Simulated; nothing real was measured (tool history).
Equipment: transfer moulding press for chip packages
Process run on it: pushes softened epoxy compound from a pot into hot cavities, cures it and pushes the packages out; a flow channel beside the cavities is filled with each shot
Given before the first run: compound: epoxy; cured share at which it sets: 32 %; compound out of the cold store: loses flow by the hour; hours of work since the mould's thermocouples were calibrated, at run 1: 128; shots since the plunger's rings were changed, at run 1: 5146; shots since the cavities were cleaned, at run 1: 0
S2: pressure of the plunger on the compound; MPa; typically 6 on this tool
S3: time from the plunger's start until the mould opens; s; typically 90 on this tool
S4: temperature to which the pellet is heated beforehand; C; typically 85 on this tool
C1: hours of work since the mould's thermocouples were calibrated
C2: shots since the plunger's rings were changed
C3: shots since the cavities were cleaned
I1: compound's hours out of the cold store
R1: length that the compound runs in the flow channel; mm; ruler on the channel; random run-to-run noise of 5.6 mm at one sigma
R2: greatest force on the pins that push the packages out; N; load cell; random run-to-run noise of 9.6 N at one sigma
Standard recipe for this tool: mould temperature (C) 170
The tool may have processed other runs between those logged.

{"run": 1, "day": 0.0, "mould temperature (C)": 170, "S2": 6, "S3": 90, "S4": 85, "C1": 128, "C2": 5146, "C3": 0, "I1": 27.1, "R1": 493, "R2": 444}
{"run": 2, "day": 0.408, "mould temperature (C)": 170, "S2": 5.25, "S3": 90, "S4": 85, "C1": 132, "C2": 5222, "C3": 76, "I1": 24.7, "R1": 472, "R2": 454}
{"run": 3, "day": 0.779, "mould temperature (C)": 170, "S2": 5.25, "S3": 90, "S4": 85, "C1": 136, "C2": 5290, "C3": 144, "I1": 32.7, "R1": 451, "R2": 474}
{"run": 4, "day": 1.279, "mould temperature (C)": 170, "S2": 5.25, "S3": 90, "S4": 82, "C1": 141, "C2": 5383, "C3": 237, "I1": 31, "R1": 466, "R2": 510}
{"run": 5, "day": 1.771, "mould temperature (C)": 170, "S2": 5.25, "S3": 90, "S4": 82, "C1": 146, "C2": 5475, "C3": 329, "I1": 12.6, "R1": 491, "R2": 559}
{"run": 6, "day": 2.208, "mould temperature (C)": 170, "S2": 6, "S3": 77, "S4": 85, "C1": 151, "C2": 5556, "C3": 410, "I1": 34.2, "R1": 477, "R2": 682}
{"run": 7, "day": 2.625, "mould temperature (C)": 173, "S2": 4.84, "S3": 77, "S4": 86, "C1": 155, "C2": 5634, "C3": 488, "I1": 23.4, "R1": 439, "R2": 622}
{"run": 8, "day": 2.933, "mould temperature (C)": 173, "S2": 4.57, "S3": 77, "S4": 86, "C1": 159, "C2": 5691, "C3": 545, "I1": 31.4, "R1": 414, "R2": 644}
{"run": 9, "day": 3.217, "mould temperature (C)": 178, "S2": 4.57, "S3": 115, "S4": 86, "C1": 161, "C2": 5744, "C3": 598, "I1": 43.9, "R1": 387, "R2": 531}
{"run": 10, "day": 3.642, "mould temperature (C)": 178, "S2": 5.84, "S3": 115, "S4": 76, "C1": 166, "C2": 5823, "C3": 677, "I1": 24, "R1": 477, "R2": 522}
{"run": 11, "day": 3.85, "mould temperature (C)": 170, "S2": 5.9, "S3": 90, "S4": 75, "C1": 168, "C2": 5862, "C3": 716, "I1": 25.8, "R1": 478, "R2": 649}
{"day": 4.308, "done": "cavities cleaned with cleaning compound and waxed"}
{"run": 12, "day": 4.329, "mould temperature (C)": 175, "S2": 4.5, "S3": 74, "S4": 85, "C1": 172, "C2": 5939, "C3": 4, "I1": 45.8, "R1": 380, "R2": 431}

Branching from run 12: 4 alternative next runs. What would each branch give?
{"run": "A", "day": 4.662, "mould temperature (C)": 170, "S2": 5.26, "S3": 117, "S4": 85, "C1": 176, "C2": 6001, "C3": 66, "I1": 25.6, "R1": "?", "R2": "?"}
{"run": "B", "day": 4.662, "mould temperature (C)": 170, "S2": 5.99, "S3": 78, "S4": 89, "C1": 176, "C2": 6001, "C3": 66, "I1": 22.4, "R1": "?", "R2": "?"}
{"run": "C", "day": 4.662, "mould temperature (C)": 163, "S2": 5.17, "S3": 90, "S4": 88, "C1": 176, "C2": 6001, "C3": 66, "I1": 42.8, "R1": "?", "R2": "?"}
{"run": "D", "day": 4.662, "mould temperature (C)": 170, "S2": 6, "S3": 91, "S4": 82, "C1": 176, "C2": 6001, "C3": 66, "I1": 32.5, "R1": "?", "R2": "?"}

run=A R1=450 R2=391
run=B R1=495 R2=586
run=C R1=422 R2=642
run=D R1=474 R2=457
Stripped of hidden state, with their random variation kept, the same runs would have yielded:
run=A R1=520 R2=361
run=B R1=572 R2=557
run=C R1=489 R2=613
run=D R1=547 R2=428
